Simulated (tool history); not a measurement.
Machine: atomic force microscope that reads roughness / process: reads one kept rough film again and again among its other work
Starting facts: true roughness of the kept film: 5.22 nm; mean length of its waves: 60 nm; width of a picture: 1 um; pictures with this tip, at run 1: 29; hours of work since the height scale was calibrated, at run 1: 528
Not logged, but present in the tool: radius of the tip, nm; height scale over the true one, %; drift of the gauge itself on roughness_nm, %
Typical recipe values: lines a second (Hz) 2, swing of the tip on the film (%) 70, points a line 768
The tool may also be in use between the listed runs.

run,hour,lines a second (Hz),swing of the tip on the film (%),points a line,pictures with this tip,hours of work since the height scale was calibrated,roughness of the kept film (nm (root mean square))
1,0,2,70,768,29,528,4.65
2,15.4,2,79,768,55,540,4.427
3,33.2,2,70,665,85,554,4.605
4,48.7,2,70,665,112,566,4.576
5,58.2,2,64,768,128,574,4.684
6,75.2,2,87,768,157,587,4.169
7,85.5,2,87,603,175,595,4.123
# hour 88.1: height scale calibrated on a step standard
8,103.3,2,87,603,204,12,4.099
# hour 121.1: height scale calibrated on a step standard, once more
9,123.7,0.88,87,312,237,2,4.49
10,132.3,0.88,87,312,252,9,4.463
11,142.6,0.88,87,312,269,17,4.476
12,161.6,0.88,68,312,302,32,4.685

Here are 5 independent what-if runs from the current tool condition. What would each one return?
A,176.2,1.25,70,803,327,43,?
B,176.2,0.92,75,298,327,43,?
C,176.2,0.8,68,756,327,43,?
D,176.2,2.61,71,655,327,43,?
E,176.2,1.14,82,344,327,43,?

run,roughness of the kept film (nm (root mean square))
A,4.597
B,4.596
C,4.659
D,4.322
E,4.427
Take away the tool's hidden state, keep each run's random variation, and the runs would have read:
run,roughness of the kept film (nm (root mean square))
A,4.85
B,4.849
C,4.916
D,4.56
E,4.671

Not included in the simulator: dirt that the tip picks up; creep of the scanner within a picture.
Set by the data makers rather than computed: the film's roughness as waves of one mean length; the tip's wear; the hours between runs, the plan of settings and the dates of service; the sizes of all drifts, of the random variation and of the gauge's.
